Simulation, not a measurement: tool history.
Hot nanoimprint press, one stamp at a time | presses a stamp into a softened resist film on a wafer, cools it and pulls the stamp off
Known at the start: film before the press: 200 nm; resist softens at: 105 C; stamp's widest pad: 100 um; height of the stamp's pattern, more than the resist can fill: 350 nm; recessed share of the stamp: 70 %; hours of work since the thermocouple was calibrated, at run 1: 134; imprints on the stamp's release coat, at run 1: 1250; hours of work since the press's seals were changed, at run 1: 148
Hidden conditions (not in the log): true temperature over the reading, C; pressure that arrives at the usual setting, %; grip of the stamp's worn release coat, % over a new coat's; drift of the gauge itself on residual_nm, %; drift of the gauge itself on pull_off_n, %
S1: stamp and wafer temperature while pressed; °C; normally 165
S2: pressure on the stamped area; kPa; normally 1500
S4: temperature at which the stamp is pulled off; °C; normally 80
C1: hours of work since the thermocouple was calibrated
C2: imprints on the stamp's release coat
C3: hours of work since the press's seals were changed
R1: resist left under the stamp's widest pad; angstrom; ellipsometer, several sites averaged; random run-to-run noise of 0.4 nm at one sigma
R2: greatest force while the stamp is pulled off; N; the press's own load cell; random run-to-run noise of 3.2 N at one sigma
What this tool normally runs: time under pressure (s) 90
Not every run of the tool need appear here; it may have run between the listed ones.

Run 1, hour 0: usual settings; C1 134; C2 1250; C3 148. Result: R1 753 angstrom, R2 173 N.
Run 2, hour 10.6: usual settings; C1 140; C2 1272; C3 154. Result: R1 764 angstrom, R2 173 N.
Run 3, hour 20.2: usual settings; C1 146; C2 1293; C3 159. Result: R1 757 angstrom, R2 174 N.
Run 4, hour 28.5: usual settings but time under pressure (s) 124; C1 151; C2 1311; C3 164. Result: R1 665 angstrom, R2 174 N.
Run 5, hour 43.8: usual settings but S2 1040 kPa, time under pressure (s) 124; C1 159; C2 1343; C3 173. Result: R1 797 angstrom, R2 174 N.
Run 6, hour 59.2: usual settings; C1 168; C2 1376; C3 182. Result: R1 750 angstrom, R2 177 N.
Run 7, hour 74: usual settings; C1 177; C2 1408; C3 190. Result: R1 746 angstrom, R2 177 N.
Run 8, hour 89.8: usual settings; C1 186; C2 1442; C3 200. Result: R1 758 angstrom, R2 177 N.
Run 9, hour 104.5: usual settings; C1 194; C2 1473; C3 208. Result: R1 748 angstrom, R2 170 N.
Run 10, hour 118.2: usual settings; C1 202; C2 1502; C3 216. Result: R1 749 angstrom, R2 180 N.
Run 11, hour 124.9: usual settings; C1 206; C2 1517; C3 220. Result: R1 755 angstrom, R2 174 N.
Run 12, hour 132.5: usual settings; C1 211; C2 1533; C3 224. Result: R1 753 angstrom, R2 175 N.
Run 13, hour 139.2: usual settings; C1 215; C2 1547; C3 228. Result: R1 750 angstrom, R2 175 N.
Run 14, hour 153.9: usual settings; C1 223; C2 1579; C3 237. Result: R1 753 angstrom, R2 175 N.
Run 15, hour 161.9: usual settings; C1 228; C2 1596; C3 241. Result: R1 744 angstrom, R2 179 N.
Run 16, hour 169: usual settings; C1 232; C2 1611; C3 245. Result: R1 755 angstrom, R2 174 N.
Run 17, hour 179.6: usual settings; C1 238; C2 1634; C3 251. Result: R1 749 angstrom, R2 179 N.
Run 18, hour 186.9: usual settings but S1 158 °C, S2 1810 kPa, time under pressure (s) 54, S4 70 °C; C1 242; C2 1649; C3 256. Result: R1 1232 angstrom, R2 209 N.
Run 19, hour 198.9: usual settings but S1 167 °C, S2 900 kPa, time under pressure (s) 75, S4 70 °C; C1 249; C2 1675; C3 263. Result: R1 914 angstrom, R2 205 N.
Run 20, hour 212.9: usual settings but S1 169 °C, S2 1050 kPa, time under pressure (s) 75, S4 70 °C; C1 257; C2 1705; C3 271. Result: R1 756 angstrom, R2 205 N.
Run 21, hour 227.2: usual settings but S2 1100 kPa, time under pressure (s) 151, S4 68 °C; C1 265; C2 1735; C3 279. Result: R1 718 angstrom, R2 208 N.
Run 22, hour 236.5: usual settings but S2 1330 kPa, time under pressure (s) 130, S4 74 °C; C1 271; C2 1755; C3 284. Result: R1 687 angstrom, R2 199 N.
Run 23, hour 247.2: usual settings but S4 85 °C; C1 277; C2 1778; C3 290. Result: R1 753 angstrom, R2 164 N.
Run 24, hour 257.9: usual settings but S4 85 °C; C1 283; C2 1801; C3 297. Result: R1 753 angstrom, R2 168 N.
Run 25, hour 271.4: usual settings but S2 1100 kPa, time under pressure (s) 103; C1 291; C2 1830; C3 304. Result: R1 824 angstrom, R2 181 N.
At hour 287.7: stamp cleaned and given a new release coat.
Run 26, hour 289.3: usual settings but S2 1100 kPa, time under pressure (s) 103; C1 298; C2 3; C3 311. Result: R1 824 angstrom, R2 152 N.
At hour 300.9: plate thermocouple calibrated.
Run 27, hour 302.8: usual settings but S2 1100 kPa, time under pressure (s) 103; C1 1; C2 26; C3 317. Result: R1 866 angstrom, R2 154 N.
Run 28, hour 310.4: usual settings but S1 154 °C, S2 1400 kPa; C1 5; C2 42; C3 322. Result: R1 1449 angstrom, R2 156 N.
Run 29, hour 326.3: usual settings but S2 1950 kPa, S4 88 °C; C1 15; C2 76; C3 331. Result: R1 684 angstrom, R2 137 N.

Each row is a separate what-if for the run after 29, all from the same tool condition, not one after another. Results?
Run A, hour 341.4: usual settings but S1 162 °C, S4 83 °C; C1 23; C2 108; C3 340. Result: R1 ?, R2 ?.
Run B, hour 341.4: usual settings but S2 1950 kPa, S4 88 °C; C1 23; C2 108; C3 340. Result: R1 ?, R2 ?.
Run C, hour 341.4: usual settings but time under pressure (s) 76, S4 72 °C; C1 23; C2 108; C3 340. Result: R1 ?, R2 ?.

run   R1   R2
  A  937  146
  B  677  136
  C  825  167
Without the tool's hidden state the same runs would have given:
run   R1   R2
  A  930  145
  B  670  135
  C  818  166
